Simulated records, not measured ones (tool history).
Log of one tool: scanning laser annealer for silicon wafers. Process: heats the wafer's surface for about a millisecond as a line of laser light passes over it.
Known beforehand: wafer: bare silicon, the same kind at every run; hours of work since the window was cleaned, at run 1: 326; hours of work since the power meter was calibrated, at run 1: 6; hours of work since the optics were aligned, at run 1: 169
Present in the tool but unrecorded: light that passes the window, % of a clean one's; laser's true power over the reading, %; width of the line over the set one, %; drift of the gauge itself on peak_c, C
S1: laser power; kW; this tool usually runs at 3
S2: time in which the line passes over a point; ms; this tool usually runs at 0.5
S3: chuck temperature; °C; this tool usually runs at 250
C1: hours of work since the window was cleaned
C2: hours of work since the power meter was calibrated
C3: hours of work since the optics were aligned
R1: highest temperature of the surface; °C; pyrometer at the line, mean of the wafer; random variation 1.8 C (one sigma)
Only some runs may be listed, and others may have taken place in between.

run	hour	S1	S2	S3	C1	C2	C3	R1
1	0	3	0.5	250	326	6	169	1003
2	9.2	3	0.5	288	330	10	174	1041
3	15.4	3	0.5	288	333	14	177	1039
4	25.3	3	0.5	280	338	19	182	1033
5	31.6	3	0.5	280	341	22	185	1031
6	40	3	0.5	250	346	26	189	1005
7	51.4	3	0.5	211	351	32	195	962
8	62.7	3	0.5	211	357	37	201	963
9	73.6	3	0.5	258	362	43	206	1008
10	84.6	3	0.5	250	368	48	211	1000
11	95.4	2.799	0.5	250	373	53	217	954
12	104.4	2.799	0.5	250	378	58	221	951
13	118.1	3	0.5	250	385	65	228	999
14	124.3	3	0.5	250	388	68	231	1001
15	138	3	0.5	250	394	75	238	999
16	147.7	3	0.47	250	399	79	243	978
17	154.4	3	0.5	250	403	83	246	997
18	165.4	3	0.5	250	408	88	252	1001
19	177.1	2.707	0.553	217	414	94	258	926
20	183	2.707	0.463	217	417	97	261	869
21	189.5	2.991	0.439	238	420	100	264	940
22	201.2	2.871	0.364	210	426	106	270	833
23	212.7	2.871	0.364	210	432	112	275	833
24	223.2	3.055	0.532	282	437	117	281	1067
25	235.9	2.601	0.543	250	443	123	287	929
# hour 241.5: optics aligned, line set to its width
26	247.4	2.853	0.543	237	446	127	3	972
27	257.4	2.853	0.536	249	451	132	8	982
28	263.9	3.195	0.379	249	455	135	11	950
# hour 281.3: optics aligned, line set to its width, once more
29	281.9	2.903	0.446	216	461	141	0	907
30	293.1	2.951	0.546	250	467	147	6	1019

The next listed run, before its measurement:
31	305.4	2.653	0.543	250	473	153	12	?

Logged for run 31: R1 943 °C.
The same run, on a tool lacking any hidden state, would have yielded R1 957 °C.

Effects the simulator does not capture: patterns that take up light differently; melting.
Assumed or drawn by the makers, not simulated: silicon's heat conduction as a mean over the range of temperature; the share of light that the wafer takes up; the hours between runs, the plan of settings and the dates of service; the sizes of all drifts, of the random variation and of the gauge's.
